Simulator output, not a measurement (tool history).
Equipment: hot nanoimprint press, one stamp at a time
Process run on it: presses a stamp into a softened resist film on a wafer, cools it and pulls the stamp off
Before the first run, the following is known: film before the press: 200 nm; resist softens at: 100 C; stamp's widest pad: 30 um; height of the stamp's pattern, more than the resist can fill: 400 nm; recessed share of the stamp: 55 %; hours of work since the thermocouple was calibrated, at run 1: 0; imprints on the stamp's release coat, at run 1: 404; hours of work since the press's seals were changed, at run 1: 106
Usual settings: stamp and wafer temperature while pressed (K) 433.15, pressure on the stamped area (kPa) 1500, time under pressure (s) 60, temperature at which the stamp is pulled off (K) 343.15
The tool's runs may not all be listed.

run,hour,stamp and wafer temperature while pressed (K),pressure on the stamped area (kPa),time under pressure (s),temperature at which the stamp is pulled off (K),hours of work since the thermocouple was calibrated,imprints on the stamp's release coat,hours of work since the press's seals were changed,resist left under the stamp's widest pad (nm),greatest force while the stamp is pulled off (N)
1,0,433.15,1500,60,343.15,0,404,106,119.2,142
2,12.9,433.15,1500,60,343.15,7,456,113,116,145
3,38.6,433.15,1500,60,343.15,20,561,126,117.2,145
4,50.3,433.15,1500,60,343.15,27,608,132,118.4,147
5,74.4,433.15,1500,60,343.15,39,705,145,118.5,152
6,98.8,433.15,1500,60,344.15,52,804,158,118.9,148
7,118.8,433.15,1430,60,344.15,63,885,169,121.8,144
8,138,433.15,1430,60,344.15,73,963,179,121.1,148
9,153.1,433.15,1430,60,344.15,81,1024,187,121.1,144
10,170.1,433.15,1430,60,344.15,90,1093,196,121.7,147
11,196.5,433.15,1500,60,339.15,104,1200,210,120.1,169
12,214.4,433.15,1500,60,339.15,113,1272,219,120.1,170
13,240.2,433.15,1500,60,339.15,127,1377,233,120.6,169
14,262.3,433.15,1500,60,339.15,138,1466,244,118.3,176
15,283.5,433.15,1500,60,343.15,150,1552,255,119.2,161
16,294.6,433.15,1500,60,343.15,155,1597,261,120.2,158
17,312.8,440.15,1740,54,348.15,165,1671,271,87,146
18,334.3,434.15,1060,60,328.15,176,1758,282,137.2,215
19,360.3,434.15,1060,60,328.15,190,1863,296,135.3,218
20,378.9,441.15,1060,55,334.15,200,1939,306,110.1,191
21,405.4,441.15,1060,55,334.15,214,2046,320,111,199
22,423.9,441.15,1060,55,334.15,224,2121,330,109.9,197
# hour 433.8: stamp cleaned and given a new release coat
23,454.8,431.15,1400,92,334.15,237,86,343,121.8,175
24,467.2,440.15,1500,74,343.15,243,136,349,87.7,144
25,490.9,440.15,1500,74,343.15,256,232,362,86.2,146
26,512.1,440.15,1500,74,343.15,267,317,373,87.9,147
27,526.3,440.15,1500,74,343.15,274,375,380,87,146
28,544.3,435.15,1590,54,334.15,284,448,390,113.8,174
29,562.7,437.15,1590,91,340.15,294,522,400,89.6,161

Alternative continuations, all from the tool just after run 29; predict every row:
A,580.6,433.15,1500,60,345.15,303,595,409,?,?
B,580.6,435.15,1500,67,343.15,303,595,409,?,?
C,580.6,437.15,1800,91,340.15,303,595,409,?,?

run,resist left under the stamp's widest pad (nm),greatest force while the stamp is pulled off (N)
A,124.2,141
B,110.9,150
C,83.9,161
With no hidden state in the tool, these same runs would have given:
run,resist left under the stamp's widest pad (nm),greatest force while the stamp is pulled off (N)
A,117.5,131
B,104.7,139
C,78.4,150
